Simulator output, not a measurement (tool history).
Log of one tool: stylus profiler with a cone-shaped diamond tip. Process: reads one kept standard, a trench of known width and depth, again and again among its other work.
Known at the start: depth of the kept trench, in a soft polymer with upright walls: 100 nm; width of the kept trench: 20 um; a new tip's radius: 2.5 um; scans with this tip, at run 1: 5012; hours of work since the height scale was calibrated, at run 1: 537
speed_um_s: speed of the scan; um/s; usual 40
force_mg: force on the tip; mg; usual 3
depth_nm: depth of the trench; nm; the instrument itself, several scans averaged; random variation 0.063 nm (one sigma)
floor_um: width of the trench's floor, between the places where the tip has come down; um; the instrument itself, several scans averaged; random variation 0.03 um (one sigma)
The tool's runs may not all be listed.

| run | hour | speed_um_s | force_mg | scans with this tip | hours of work since the height scale was calibrated | depth_nm | floor_um |
|---|---|---|---|---|---|---|---|
| 1 | 0 | 40 | 3 | 5012 | 537 | 100.68 | 18.53 |
| 2 | 16.5 | 40 | 1.58 | 5118 | 548 | 100.56 | 18.51 |
| 3 | 25.3 | 40 | 1.58 | 5174 | 554 | 100.36 | 18.53 |
| 4 | 40.2 | 40 | 1.58 | 5270 | 564 | 100.59 | 18.56 |
| 5 | 49.5 | 40 | 1.58 | 5329 | 571 | 100.46 | 18.49 |
| 6 | 60 | 26 | 3 | 5396 | 578 | 100.68 | 18.56 |
| 7 | 70 | 26 | 3 | 5460 | 585 | 100.82 | 18.55 |
| 8 | 82 | 40 | 1.02 | 5536 | 593 | 100.33 | 18.51 |
| 9 | 91 | 27 | 3.12 | 5594 | 599 | 100.89 | 18.54 |
| 10 | 110.1 | 17 | 1.13 | 5716 | 612 | 100.4 | 18.57 |
| 11 | 122.6 | 17 | 1.13 | 5796 | 621 | 100.3 | 18.55 |
| 12 | 138 | 68 | 1.13 | 5894 | 631 | 100.4 | 18.42 |
| 13 | 153.7 | 55 | 1.69 | 5995 | 642 | 100.47 | 18.46 |

Forecast run 14:
| 14 | 172.3 | 40 | 1.83 | 6113 | 655 | ? | ? |

depth_nm: 100.51 nm
floor_um: 18.51 um
Without the tool's hidden state the same run would have given depth_nm 100.51 nm, floor_um 18.52 um.
